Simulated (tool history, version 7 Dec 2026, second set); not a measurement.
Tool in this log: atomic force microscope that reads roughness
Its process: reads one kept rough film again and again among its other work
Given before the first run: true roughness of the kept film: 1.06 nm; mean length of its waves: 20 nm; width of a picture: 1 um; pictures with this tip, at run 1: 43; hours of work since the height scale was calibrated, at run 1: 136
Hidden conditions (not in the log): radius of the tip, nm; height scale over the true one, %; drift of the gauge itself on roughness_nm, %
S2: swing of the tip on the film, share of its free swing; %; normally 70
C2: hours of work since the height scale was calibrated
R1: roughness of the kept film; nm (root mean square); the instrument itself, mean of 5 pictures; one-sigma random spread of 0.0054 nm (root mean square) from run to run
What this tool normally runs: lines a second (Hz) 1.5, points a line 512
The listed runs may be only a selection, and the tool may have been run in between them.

run 1 hour=0 | lines_a_second_(Hz)=1.5 S2=70 points_a_line=512 | pictures_with_this_tip=43 C2=136 | R1=0.873
run 2 hour=8.8 | lines_a_second_(Hz)=1.5 S2=62 points_a_line=512 | pictures_with_this_tip=58 C2=140 | R1=0.897
run 3 hour=18.1 | lines_a_second_(Hz)=1.5 S2=70 points_a_line=512 | pictures_with_this_tip=73 C2=145 | R1=0.86
run 4 hour=28.7 | lines_a_second_(Hz)=1.5 S2=70 points_a_line=512 | pictures_with_this_tip=91 C2=150 | R1=0.841
run 5 hour=40.7 | lines_a_second_(Hz)=1.5 S2=70 points_a_line=512 | pictures_with_this_tip=111 C2=156 | R1=0.834
run 6 hour=49.1 | lines_a_second_(Hz)=1.5 S2=70 points_a_line=512 | pictures_with_this_tip=125 C2=161 | R1=0.823
run 7 hour=63.6 | lines_a_second_(Hz)=1.5 S2=70 points_a_line=512 | pictures_with_this_tip=149 C2=168 | R1=0.812
run 8 hour=76.6 | lines_a_second_(Hz)=2.26 S2=56 points_a_line=454 | pictures_with_this_tip=171 C2=175 | R1=0.831
run 9 hour=85.7 | lines_a_second_(Hz)=0.82 S2=79 points_a_line=945 | pictures_with_this_tip=186 C2=179 | R1=0.816
run 10 hour=97.4 | lines_a_second_(Hz)=0.82 S2=79 points_a_line=945 | pictures_with_this_tip=205 C2=185 | R1=0.8
-- hour=99.7 height scale calibrated on a step standard
run 11 hour=105.1 | lines_a_second_(Hz)=0.82 S2=79 points_a_line=945 | pictures_with_this_tip=216 C2=3 | R1=0.794
run 12 hour=119.9 | lines_a_second_(Hz)=0.82 S2=79 points_a_line=945 | pictures_with_this_tip=241 C2=10 | R1=0.78
run 13 hour=131.7 | lines_a_second_(Hz)=0.82 S2=79 points_a_line=945 | pictures_with_this_tip=261 C2=16 | R1=0.778
run 14 hour=139.4 | lines_a_second_(Hz)=2.46 S2=71 points_a_line=998 | pictures_with_this_tip=273 C2=20 | R1=0.708

Below, some changes in R1 between adjacent runs. For each, the amount present without the hidden state too (settings, incoming material, random variation) and the amount remaining for the hidden state with gauge scatter not shared by both compared results:
Run 6 -> 7: no setting changed, nothing entered. R1 -0.011 nm (root mean square): hidden state -0.013, all else +0.002.
Run 13 -> 14: lines a second (Hz) 0.82 -> 2.46, S2 79 -> 71, points a line 945 -> 998. R1 -0.07 nm (root mean square): hidden state +0.003, all else -0.073.
